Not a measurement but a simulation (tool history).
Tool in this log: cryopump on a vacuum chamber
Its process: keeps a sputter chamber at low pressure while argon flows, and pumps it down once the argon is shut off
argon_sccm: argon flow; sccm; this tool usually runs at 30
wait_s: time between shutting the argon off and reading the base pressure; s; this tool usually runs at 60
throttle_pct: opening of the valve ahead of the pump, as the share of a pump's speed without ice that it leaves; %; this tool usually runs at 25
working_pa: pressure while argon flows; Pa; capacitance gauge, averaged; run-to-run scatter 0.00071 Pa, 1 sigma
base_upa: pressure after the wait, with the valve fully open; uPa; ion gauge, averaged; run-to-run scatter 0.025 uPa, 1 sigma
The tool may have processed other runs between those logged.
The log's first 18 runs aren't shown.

run	hour	argon_sccm	wait_s	throttle_pct	hours of work since the pump was warmed up and emptied	hours of work since the cold head was overhauled	hours of work since the chamber's fittings were tightened	working_pa	base_upa
19	981.3	17	241	30	31	1286	220	0.0611	0.50
20	1052.1	17	241	30	76	1331	265	0.0613	0.56
21	1104.8	17	241	30	109	1365	299	0.0631	0.56
22	1175.5	45	75	17	154	1410	344	0.2880	1.07
23	1223.3	44	143	26	184	1440	374	0.1882	0.73
24	1252.0	25	60	25	203	1458	392	0.1114	1.28
25	1289.7	24	30	46	227	1482	416	0.0617	2.08
26	1356.2	24	30	46	269	1524	458	0.0627	2.16
# hour 1419.6: pump warmed up, emptied and cooled again
27	1420.1	24	30	46	0	1562	496	0.0558	2.08
28	1483.4	24	30	46	40	1602	536	0.0570	2.11
29	1550.0	30	60	46	83	1644	578	0.0724	1.29
30	1605.8	30	184	19	118	1679	613	0.1704	0.73
31	1644.4	34	28	17	143	1704	638	0.2166	2.29
32	1699.2	19	49	44	177	1739	673	0.0500	1.49
33	1766.5	30	68	25	220	1781	715	0.1345	1.32

Alternative continuations, all from the tool just after run 33; predict every row:
A	1829.8	51	60	25	260	1822	755	?	?
B	1829.8	20	64	19	260	1822	755	?	?
C	1829.8	30	125	25	260	1822	755	?	?

run	working_pa	base_upa
A	0.2304	1.42
B	0.1181	1.40
C	0.1360	1.05
With no hidden state in the tool, these same runs would have given:
run	working_pa	base_upa
A	0.2152	1.01
B	0.1121	0.99
C	0.1270	0.64

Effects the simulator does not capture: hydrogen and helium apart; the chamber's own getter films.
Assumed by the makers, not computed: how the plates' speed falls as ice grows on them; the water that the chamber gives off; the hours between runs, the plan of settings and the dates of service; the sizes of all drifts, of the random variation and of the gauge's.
